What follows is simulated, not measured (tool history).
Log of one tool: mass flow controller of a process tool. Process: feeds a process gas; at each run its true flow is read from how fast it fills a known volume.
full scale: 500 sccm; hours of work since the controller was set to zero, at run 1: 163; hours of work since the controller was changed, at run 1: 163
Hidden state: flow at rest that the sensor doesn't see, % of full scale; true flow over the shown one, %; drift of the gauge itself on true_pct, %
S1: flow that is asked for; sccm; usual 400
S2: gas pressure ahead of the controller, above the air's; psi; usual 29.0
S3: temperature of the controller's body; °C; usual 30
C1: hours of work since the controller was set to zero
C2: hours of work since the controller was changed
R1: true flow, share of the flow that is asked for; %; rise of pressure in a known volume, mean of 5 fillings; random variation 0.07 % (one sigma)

run 1 hour=0.0 | S1=400 S2=29.0 S3=30 | C1=163 C2=163 | R1=99.24
run 2 hour=79.2 | S1=400 S2=29.0 S3=30 | C1=196 C2=196 | R1=99.26
run 3 hour=160.5 | S1=400 S2=29.0 S3=30 | C1=229 C2=229 | R1=99.15
run 4 hour=254.7 | S1=400 S2=29.0 S3=30 | C1=268 C2=268 | R1=99.07
run 5 hour=322.1 | S1=400 S2=29.0 S3=30 | C1=296 C2=296 | R1=99.24
run 6 hour=416.9 | S1=400 S2=29.0 S3=30 | C1=335 C2=335 | R1=99.17
run 7 hour=468.9 | S1=400 S2=29.0 S3=30 | C1=356 C2=356 | R1=99.08
run 8 hour=554.2 | S1=400 S2=29.0 S3=30 | C1=392 C2=392 | R1=99.00
run 9 hour=613.6 | S1=420 S2=29.0 S3=30 | C1=416 C2=416 | R1=99.20
run 10 hour=690.6 | S1=321 S2=29.0 S3=30 | C1=448 C2=448 | R1=98.68
run 11 hour=760.4 | S1=400 S2=29.0 S3=30 | C1=477 C2=477 | R1=99.04
run 12 hour=853.7 | S1=460 S2=29.0 S3=30 | C1=515 C2=515 | R1=99.26
run 13 hour=946.3 | S1=202 S2=29.0 S3=30 | C1=553 C2=553 | R1=98.06
run 14 hour=1001.1 | S1=202 S2=29.0 S3=30 | C1=576 C2=576 | R1=98.08
run 15 hour=1064.8 | S1=249 S2=21.8 S3=26 | C1=602 C2=602 | R1=98.76
run 16 hour=1153.7 | S1=103 S2=25.1 S3=27 | C1=639 C2=639 | R1=97.75
run 17 hour=1200.8 | S1=103 S2=39.3 S3=27 | C1=658 C2=658 | R1=97.07
run 18 hour=1248.7 | S1=103 S2=28.0 S3=33 | C1=678 C2=678 | R1=97.07
run 19 hour=1355.8 | S1=403 S2=20.5 S3=30 | C1=722 C2=722 | R1=99.31
run 20 hour=1446.1 | S1=317 S2=36.0 S3=29 | C1=759 C2=759 | R1=98.38
run 21 hour=1496.6 | S1=317 S2=36.0 S3=29 | C1=780 C2=780 | R1=98.40

Forecast each of these 3 alternatives for the next run:
run A hour=1601.7 | S1=236 S2=30.9 S3=34 | C1=823 C2=823 | R1=?
run B hour=1601.7 | S1=53 S2=33.5 S3=32 | C1=823 C2=823 | R1=?
run C hour=1601.7 | S1=122 S2=22.6 S3=28 | C1=823 C2=823 | R1=?

run=A R1=97.68
run=B R1=95.93
run=C R1=97.65
Without the tool's hidden state the same runs would have given:
run=A R1=98.03
run=B R1=97.30
run=C R1=98.29

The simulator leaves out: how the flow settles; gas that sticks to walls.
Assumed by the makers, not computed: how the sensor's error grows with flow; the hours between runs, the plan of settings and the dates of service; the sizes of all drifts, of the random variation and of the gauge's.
